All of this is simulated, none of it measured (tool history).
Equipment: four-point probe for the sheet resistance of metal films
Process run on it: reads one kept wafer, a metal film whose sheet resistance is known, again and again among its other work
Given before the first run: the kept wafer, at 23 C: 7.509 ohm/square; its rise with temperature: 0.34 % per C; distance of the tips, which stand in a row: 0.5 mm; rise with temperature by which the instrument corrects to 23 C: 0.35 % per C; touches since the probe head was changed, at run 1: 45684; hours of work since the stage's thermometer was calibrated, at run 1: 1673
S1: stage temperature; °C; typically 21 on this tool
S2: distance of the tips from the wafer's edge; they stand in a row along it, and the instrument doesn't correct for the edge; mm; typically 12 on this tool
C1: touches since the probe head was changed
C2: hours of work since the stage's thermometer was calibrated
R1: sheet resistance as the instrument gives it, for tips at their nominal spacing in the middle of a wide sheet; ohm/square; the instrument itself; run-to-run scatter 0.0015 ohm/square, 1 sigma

run 1 hour=0.0 | S1=21 S2=12 | C1=45684 C2=1673 | R1=7.559257
run 2 hour=36.5 | S1=21 S2=67 | C1=47494 C2=1701 | R1=7.555595
run 3 hour=58.3 | S1=21 S2=14 | C1=48580 C2=1717 | R1=7.559421
-- hour=77.2 stage's thermometer calibrated
run 4 hour=102.9 | S1=21 S2=14 | C1=50769 C2=19 | R1=7.577746
run 5 hour=142.9 | S1=21 S2=6 | C1=52753 C2=49 | R1=7.602613
run 6 hour=167.4 | S1=21 S2=12 | C1=53970 C2=67 | R1=7.581838
run 7 hour=202.0 | S1=21 S2=12 | C1=55688 C2=93 | R1=7.580559
run 8 hour=238.8 | S1=23 S2=12 | C1=57514 C2=121 | R1=7.582963
run 9 hour=263.9 | S1=23 S2=12 | C1=58760 C2=140 | R1=7.580231
run 10 hour=288.6 | S1=21 S2=12 | C1=59988 C2=158 | R1=7.579757
run 11 hour=331.5 | S1=21 S2=12 | C1=62116 C2=190 | R1=7.582080
run 12 hour=380.4 | S1=21 S2=12 | C1=64542 C2=227 | R1=7.586188
run 13 hour=426.4 | S1=24 S2=12 | C1=66826 C2=261 | R1=7.587809
run 14 hour=473.5 | S1=24 S2=12 | C1=69169 C2=296 | R1=7.585238
run 15 hour=518.5 | S1=24 S2=12 | C1=71402 C2=330 | R1=7.586580
run 16 hour=565.2 | S1=21 S2=53 | C1=73717 C2=365 | R1=7.581909
run 17 hour=610.9 | S1=25 S2=38 | C1=75986 C2=399 | R1=7.581749
run 18 hour=655.6 | S1=25 S2=38 | C1=78205 C2=433 | R1=7.584601
run 19 hour=676.3 | S1=25 S2=38 | C1=79232 C2=448 | R1=7.584500
run 20 hour=723.4 | S1=21 S2=19 | C1=81574 C2=483 | R1=7.588233

3 options for the next run, each taken on its own from the tool as it stands now. Forecast them:
run A hour=767.5 | S1=30 S2=19 | C1=83762 C2=516 | R1=?
run B hour=767.5 | S1=28 S2=9 | C1=83762 C2=516 | R1=?
run C hour=767.5 | S1=31 S2=3 | C1=83762 C2=516 | R1=?

run=A R1=7.588634
run=B R1=7.597637
run=C R1=7.693090
Without the tool's hidden state the same runs would have given:
run=A R1=7.511106
run=B R1=7.520063
run=C R1=7.614571
